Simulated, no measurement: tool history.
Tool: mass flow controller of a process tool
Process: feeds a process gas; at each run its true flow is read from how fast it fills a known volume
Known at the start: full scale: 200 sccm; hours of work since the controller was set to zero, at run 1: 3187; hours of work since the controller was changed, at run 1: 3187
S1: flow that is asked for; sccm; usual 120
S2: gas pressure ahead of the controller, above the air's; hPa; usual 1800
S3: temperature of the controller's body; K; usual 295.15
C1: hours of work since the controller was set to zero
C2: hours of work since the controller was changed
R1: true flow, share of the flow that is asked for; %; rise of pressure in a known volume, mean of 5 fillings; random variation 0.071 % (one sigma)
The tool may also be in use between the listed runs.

Run 1, hour 0.0: usual settings; C1 3187; C2 3187. Result: R1 102.17 %.
Run 2, hour 268.2: usual settings but S2 1710 hPa; C1 3324; C2 3324. Result: R1 102.15 %.
Run 3, hour 704.9: usual settings but S2 1710 hPa; C1 3547; C2 3547. Result: R1 102.30 %.
Run 4, hour 1103.4: usual settings; C1 3751; C2 3751. Result: R1 102.59 %.
Run 5, hour 1544.4: usual settings; C1 3976; C2 3976. Result: R1 102.79 %.
Run 6, hour 1867.1: usual settings; C1 4141; C2 4141. Result: R1 102.97 %.
Run 7, hour 2321.0: usual settings but S1 175 sccm; C1 4373; C2 4373. Result: R1 103.02 %.
Run 8, hour 2706.1: usual settings but S1 175 sccm; C1 4570; C2 4570. Result: R1 103.09 %.
Run 9, hour 3115.6: usual settings but S1 175 sccm; C1 4779; C2 4779. Result: R1 103.22 %.
Run 10, hour 3401.5: usual settings; C1 4925; C2 4925. Result: R1 103.54 %.
Run 11, hour 3627.0: usual settings but S2 2730 hPa; C1 5040; C2 5040. Result: R1 104.23 %.
Run 12, hour 4003.5: usual settings but S2 2730 hPa; C1 5233; C2 5233. Result: R1 104.40 %.
Run 13, hour 4419.8: usual settings but S2 2400 hPa; C1 5445; C2 5445. Result: R1 104.28 %.
Run 14, hour 4655.9: usual settings but S2 2400 hPa; C1 5566; C2 5566. Result: R1 104.48 %.
At hour 4885.9: controller's zero set anew.
Run 15, hour 4994.3: usual settings but S1 115 sccm; C1 55; C2 5739. Result: R1 105.70 %.
Run 16, hour 5349.1: usual settings but S3 296.15 K; C1 237; C2 5920. Result: R1 105.59 %.
Run 17, hour 5619.3: usual settings but S3 301.15 K; C1 375; C2 6058. Result: R1 105.07 %.
At hour 6071.5: controller's zero set anew, once more.
Run 18, hour 6104.4: usual settings but S3 307.15 K; C1 17; C2 6306. Result: R1 100.85 %.
Run 19, hour 6307.0: usual settings but S3 307.15 K; C1 120; C2 6409. Result: R1 100.96 %.
Run 20, hour 6551.8: usual settings but S1 55 sccm, S2 2680 hPa, S3 294.15 K; C1 245; C2 6534. Result: R1 102.70 %.
At hour 6837.6: controller exchanged for a calibrated one.
Run 21, hour 6897.8: usual settings but S1 55 sccm, S2 2680 hPa, S3 294.15 K; C1 31; C2 31. Result: R1 99.99 %.
Run 22, hour 7185.9: usual settings but S1 113 sccm, S2 2680 hPa, S3 297.15 K; C1 178; C2 178. Result: R1 100.10 %.
Run 23, hour 7401.9: usual settings but S1 40 sccm, S2 1460 hPa, S3 294.15 K; C1 288; C2 288. Result: R1 99.45 %.
Run 24, hour 7796.7: usual settings but S1 38 sccm, S2 2330 hPa, S3 294.15 K; C1 490; C2 490. Result: R1 100.58 %.
Run 25, hour 8202.4: usual settings but S1 107 sccm, S2 2030 hPa, S3 313.15 K; C1 697; C2 697. Result: R1 98.58 %.
Run 26, hour 8600.0: usual settings but S1 21 sccm, S2 1450 hPa; C1 901; C2 901. Result: R1 101.57 %.
Run 27, hour 9090.0: usual settings but S1 21 sccm, S2 1450 hPa, S3 307.15 K; C1 1151; C2 1151. Result: R1 101.05 %.
Run 28, hour 9542.2: usual settings but S1 21 sccm, S2 1550 hPa, S3 307.15 K; C1 1382; C2 1382. Result: R1 101.73 %.
Run 29, hour 10003.3: usual settings but S1 33 sccm, S2 1540 hPa, S3 304.15 K; C1 1618; C2 1618. Result: R1 101.28 %.
Run 30, hour 10421.3: usual settings but S1 33 sccm, S2 1540 hPa, S3 304.15 K; C1 1831; C2 1831. Result: R1 101.75 %.

The same runs without the tool's hidden state, with the same run-to-run variation:
The hidden state here: flow at rest that the sensor doesn't see, % of full scale; true flow over the shown one, %; drift of the gauge itself on true_pct, %.
run      R1
  1   99.70
  2   99.57
  3   99.53
  4   99.65
  5   99.66
  6   99.70
  7  100.11
  8  100.05
  9  100.04
 10   99.64
 11  100.24
 12  100.26
 13   99.96
 14  100.05
 15   99.64
 16   99.53
 17   98.90
 18   98.38
 19   98.40
 20   99.90
 21   99.84
 22   99.93
 23   98.80
 24   99.58
 25   97.96
 26   98.75
 27   97.54
 28   97.57
 29   98.01
 30   98.07
